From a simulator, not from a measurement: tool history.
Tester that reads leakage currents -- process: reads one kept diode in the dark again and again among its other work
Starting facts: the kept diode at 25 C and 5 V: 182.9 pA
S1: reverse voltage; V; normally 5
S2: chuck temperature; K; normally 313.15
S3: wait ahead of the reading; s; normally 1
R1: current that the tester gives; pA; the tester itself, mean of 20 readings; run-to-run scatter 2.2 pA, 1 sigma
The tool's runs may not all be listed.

run 1 hour=0 | S1=5 S2=313.15 S3=1 | R1=800.61
run 2 hour=15.7 | S1=5.94 S2=313.15 S3=1 | R1=844.57
run 3 hour=43.9 | S1=5.94 S2=313.15 S3=1 | R1=847
run 4 hour=75.5 | S1=5.94 S2=313.15 S3=1 | R1=846.87
run 5 hour=92.7 | S1=5 S2=313.15 S3=1 | R1=797.18
run 6 hour=117.6 | S1=5 S2=313.15 S3=1 | R1=801.43
run 7 hour=132 | S1=8.26 S2=313.15 S3=1 | R1=943.82
run 8 hour=165.2 | S1=8.26 S2=313.15 S3=1 | R1=944.21
run 9 hour=179.4 | S1=8.26 S2=313.15 S3=1 | R1=938.71
run 10 hour=193.9 | S1=5 S2=313.15 S3=1 | R1=803.58
run 11 hour=227.4 | S1=5 S2=313.15 S3=1 | R1=803.84
run 12 hour=258.1 | S1=5 S2=313.15 S3=1 | R1=801.58
run 13 hour=275 | S1=5 S2=313.15 S3=1 | R1=806.96
run 14 hour=300.2 | S1=1.24 S2=302.15 S3=3.92 | R1=194.74
run 15 hour=324.4 | S1=1.24 S2=302.15 S3=3.92 | R1=194.77
run 16 hour=350.6 | S1=1.24 S2=302.15 S3=3.92 | R1=195.3
run 17 hour=381.8 | S1=1.45 S2=302.15 S3=3.92 | R1=204.3
run 18 hour=416.3 | S1=1.45 S2=302.15 S3=3.92 | R1=203.76
run 19 hour=440.9 | S1=1.45 S2=302.15 S3=3.92 | R1=205.81
run 20 hour=473 | S1=1.45 S2=302.15 S3=3.92 | R1=205.26
run 21 hour=497.2 | S1=7.57 S2=320.15 S3=2.26 | R1=1669.96
run 22 hour=515.3 | S1=2.45 S2=316.15 S3=4.26 | R1=841.1
run 23 hour=538.9 | S1=2.53 S2=313.15 S3=1 | R1=659.22
run 24 hour=556.5 | S1=15.46 S2=328.15 S3=1 | R1=4032.51
run 25 hour=590.5 | S1=7.39 S2=328.15 S3=1 | R1=3208.71

Below are 4 alternative next runs, each starting from the tool's condition after run 25. Predict each:
run A hour=608.5 | S1=7.39 S2=328.15 S3=0.97 | R1=?
run B hour=608.5 | S1=1.32 S2=323.15 S3=1 | R1=?
run C hour=608.5 | S1=2.37 S2=298.15 S3=1.29 | R1=?
run D hour=608.5 | S1=7.39 S2=322.15 S3=1 | R1=?

run=A R1=3194.18
run=B R1=1257.54
run=C R1=166.23
run=D R1=1966.51
Take away the tool's hidden state, keep each run's random variation, and the runs would have read:
run=A R1=2904.36
run=B R1=1141.48
run=C R1=146.39
run=D R1=1779.17

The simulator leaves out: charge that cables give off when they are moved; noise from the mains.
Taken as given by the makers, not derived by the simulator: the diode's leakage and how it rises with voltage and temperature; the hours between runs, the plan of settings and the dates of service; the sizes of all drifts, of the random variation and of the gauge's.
